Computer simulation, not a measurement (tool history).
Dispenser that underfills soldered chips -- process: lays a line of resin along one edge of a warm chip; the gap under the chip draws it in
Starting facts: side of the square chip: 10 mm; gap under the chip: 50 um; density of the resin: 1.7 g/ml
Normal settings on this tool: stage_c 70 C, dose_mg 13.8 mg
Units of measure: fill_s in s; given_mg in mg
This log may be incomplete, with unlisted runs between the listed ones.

run	hour	stage_c	dose_mg	fill_s	given_mg
1	0	70	13.8	81.2	13.48
2	4.5	70	13.8	106	13.43
# hour 7.5: new syringe of resin
3	12.7	70	13.8	80.9	13.32
4	18	70	13.8	109.5	13.31
# hour 20.1: new syringe of resin
5	26.8	70	13.8	87.7	13.21
6	30.4	70	13.4	109.6	12.81
# hour 32.6: new syringe of resin
7	36.7	56	13.8	122	13.17
8	40.8	70	12.5	99.5	11.89
# hour 45.6: new syringe of resin
9	46.9	70	12.5	66.4	11.83
10	55.3	70	16.4	103.6	15.39
# hour 58.7: new syringe of resin
11	60.6	70	16.4	66.7	15.35
12	65.6	70	16.4	88.5	15.18
13	70.4	64	14.2	147.1	13.15
# hour 71.2: new syringe of resin
14	76.4	60	14.5	112.5	13.44
# hour 84: new syringe of resin
15	84.4	60	14.5	87.3	13.35
16	92.4	70	14.1	99.9	12.97
# hour 96.5: new syringe of resin
17	96.7	61	14.8	81.6	13.43
18	103.4	61	14.8	121	13.62
# hour 109.3: new syringe of resin
19	109.5	66	12.9	70.9	11.77
20	113.9	66	12.9	94.3	11.61
21	118.9	66	16.3	117.4	14.56
# hour 122.1: new syringe of resin
22	125	57	16.9	108.2	15.31
23	130	71	15	91.7	13.39
# hour 134.7: new syringe of resin
24	136.7	71	15	66.4	13.28

What if the next run were any one of these 4? Each begins from the tool's condition after run 24:
A	143.2	58	12.9	?	?
B	143.2	62	15	?	?
C	143.2	71	12.9	?	?
D	143.2	59	13.8	?	?

run	fill_s	given_mg
A	153.7	11.55
B	131.5	13.41
C	98	11.46
D	145.8	12.22
Without the tool's unlogged condition, the same runs would have read:
run	fill_s	given_mg
A	89.1	13.01
B	77.9	15.11
C	56.9	12.91
D	85.3	13.77

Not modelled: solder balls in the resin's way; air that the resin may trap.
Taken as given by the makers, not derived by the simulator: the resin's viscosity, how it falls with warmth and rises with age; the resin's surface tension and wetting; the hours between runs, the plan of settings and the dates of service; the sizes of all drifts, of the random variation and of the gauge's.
